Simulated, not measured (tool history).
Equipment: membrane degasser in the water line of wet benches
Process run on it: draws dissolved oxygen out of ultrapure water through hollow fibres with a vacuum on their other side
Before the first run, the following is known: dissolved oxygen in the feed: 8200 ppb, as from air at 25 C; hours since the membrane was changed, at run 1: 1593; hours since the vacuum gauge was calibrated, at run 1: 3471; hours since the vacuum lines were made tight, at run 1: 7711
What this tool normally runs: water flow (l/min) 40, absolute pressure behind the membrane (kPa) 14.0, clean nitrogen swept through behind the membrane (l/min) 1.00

run,day,water flow (l/min),absolute pressure behind the membrane (kPa),clean nitrogen swept through behind the membrane (l/min),hours since the membrane was changed,hours since the vacuum gauge was calibrated,hours since the vacuum lines were made tight,dissolved oxygen in the water behind the degasser (ppb),pressure that the water loses in the fibres (kPa)
1,0.000,40,14.0,1.00,1593,3471,7711,807.9,52.16
2,2.075,40,14.0,1.00,1643,3521,7760,807.1,52.07
3,4.112,40,12.2,1.00,1692,3570,7809,679.5,51.65
4,5.675,40,12.2,1.00,1729,3608,7847,678.2,52.08
5,7.525,40,12.2,1.00,1773,3652,7891,677.1,51.67
6,9.767,40,12.2,2.76,1827,3706,7945,298.4,51.85
7,12.067,40,12.2,2.76,1882,3761,8000,299.5,51.72
8,14.158,40,12.2,2.76,1933,3811,8050,298.5,51.57
9,16.100,56,12.2,2.76,1979,3858,8097,411.8,72.32
10,18.008,56,12.2,2.76,2025,3904,8143,414.0,71.70
11,19.038,40,14.0,1.00,2050,3928,8168,807.0,51.28
12,20.612,40,14.0,1.00,2087,3966,8205,809.4,51.10
13,21.971,40,14.0,1.00,2120,3999,8238,803.0,51.59
14,24.042,27,14.0,1.00,2170,4048,8288,590.7,34.57
15,25.967,40,14.0,1.00,2216,4094,8334,806.7,51.48
16,27.138,40,14.0,1.00,2244,4123,8362,806.2,51.57
17,29.025,54,14.4,0.79,2289,4168,8407,1215.5,68.33
18,31.188,51,32.3,2.17,2341,4220,8459,1295.4,65.52
19,32.771,27,12.8,0.75,2379,4258,8497,658.6,34.55
20,35.054,58,12.8,0.75,2434,4313,8552,1155.1,74.07
21,37.275,43,34.9,2.40,2487,4366,8605,1125.1,54.79
22,38.571,32,24.3,1.72,2518,4397,8636,808.3,40.86
23,39.900,24,17.1,0.80,2550,4429,8668,806.1,30.63
24,42.100,44,14.0,1.00,2603,4482,8721,868.1,56.04
25,43.421,40,19.1,0.82,2635,4513,8753,1311.8,50.83
26,45.054,30,26.1,0.91,2674,4553,8792,1358.2,38.07
27,46.696,30,26.1,0.91,2713,4592,8831,1355.9,38.07
28,48.896,30,26.1,0.91,2766,4645,8884,1357.7,38.29
29,51.233,61,14.0,1.00,2822,4701,8940,1104.9,77.72
30,52.671,61,14.0,1.00,2857,4735,8975,1103.1,77.28
31,54.912,35,14.3,0.66,2911,4789,9029,1011.7,44.55
# day 55.792: gauge calibrated
32,57.275,35,14.3,0.66,2967,4846,9085,1008.3,45.51

Below, each run's measurement less what the same run would have read without the hidden state. Both values contain the same run-to-run variation, but the gauge's scatter may not be the same in both:
What the log doesn't record here: membrane still open, %; true pressure behind the membrane over the reading, kPa; air that leaks in behind the membrane, l/min; drift of the gauge itself on oxygen_ppb, %; drift of the gauge itself on loss_of_pressure_kpa, %.
run,pressure that the water loses in the fibres (kPa)
1,+0.00
2,-0.04
3,-0.08
4,-0.12
5,-0.15
6,-0.20
7,-0.25
8,-0.29
9,-0.47
10,-0.51
11,-0.39
12,-0.42
13,-0.45
14,-0.33
15,-0.53
16,-0.56
17,-0.81
18,-0.83
19,-0.46
20,-1.05
21,-0.83
22,-0.63
23,-0.50
24,-0.96
25,-0.90
26,-0.70
27,-0.72
28,-0.76
29,-1.63
30,-1.66
31,-0.99
32,-0.01
dissolved oxygen in the water behind the degasser (ppb): at most 0.4 away from the measurement, every run.
